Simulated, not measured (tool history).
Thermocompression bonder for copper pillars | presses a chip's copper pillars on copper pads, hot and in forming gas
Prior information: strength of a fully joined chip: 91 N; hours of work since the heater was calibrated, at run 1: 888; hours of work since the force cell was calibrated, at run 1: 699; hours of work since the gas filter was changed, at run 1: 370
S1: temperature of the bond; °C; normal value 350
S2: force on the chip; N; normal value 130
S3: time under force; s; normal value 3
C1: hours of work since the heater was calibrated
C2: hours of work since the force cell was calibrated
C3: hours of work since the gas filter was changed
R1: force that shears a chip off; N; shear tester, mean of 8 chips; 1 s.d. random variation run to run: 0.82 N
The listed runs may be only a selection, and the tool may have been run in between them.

run    hour   S1   S2  S3   C1    C2   C3    R1
  1     0.0  350  130   3  888   699  370  59.1
       36.1  -- heater calibrated with a thermocouple chip
  2    39.3  350  130   3    1   714  385  56.5
  3    65.8  350  170   3   12   725  396  65.7
  4    91.3  350  130   3   23   736  406  58.4
  5   120.4  350  130   3   35   748  418  57.2
  6   151.0  350  130   3   47   760  431  56.3
  7   185.8  350  130   3   61   775  445  55.9
      199.8  -- forming gas filter changed
  8   236.2  350  130   3   82   795   15  62.9
  9   265.9  350  159   3   94   807   27  69.4
 10   307.2  350  159   3  111   824   44  68.6
 11   332.0  350  159   3  121   834   54  68.0
 12   378.4  350  159   3  140   853   73  66.8
 13   415.6  350  159   3  156   869   89  67.0
 14   458.3  350  159   3  173   886  106  67.6
 15   503.1  350  130   4  191   905  124  64.5
 16   534.3  331  130   4  204   917  137  58.8
 17   581.6  331  130   4  224   937  157  57.9
 18   612.6  331  130   4  236   949  169  55.8
 19   668.2  350  189   2  259   972  192  65.7
 20   701.1  350  164   2  273   986  206  60.4
 21   741.8  337  104   4  289  1002  222  50.9
 22   782.3  350  138   2  306  1019  239  54.5
 23   833.6  350  138   2  327  1040  260  54.9
 24   865.1  347  127   2  340  1053  273  50.6
 25   920.2  347  180   4  363  1076  296  71.0
 26   947.2  377  130   4  374  1087  307  68.6
      955.3  -- force cell calibrated
 27  1004.1  377  130   4  396    20  329  72.2
 28  1036.9  321   97   4  410    34  343  45.1
 29  1061.7  360  131   3  420    44  353  62.6
 30  1096.2  323  131   2  434    58  367  44.6
 31  1139.7  333  112   7  452    76  385  61.1

Run 32 is up next; what results do you expect?
 32  1163.3  333  112   4  462  85  395   ?

R1: 53.8 N
With the hidden condition absent and the run-to-run variation left alone, this run would have shown R1 58.5 N.
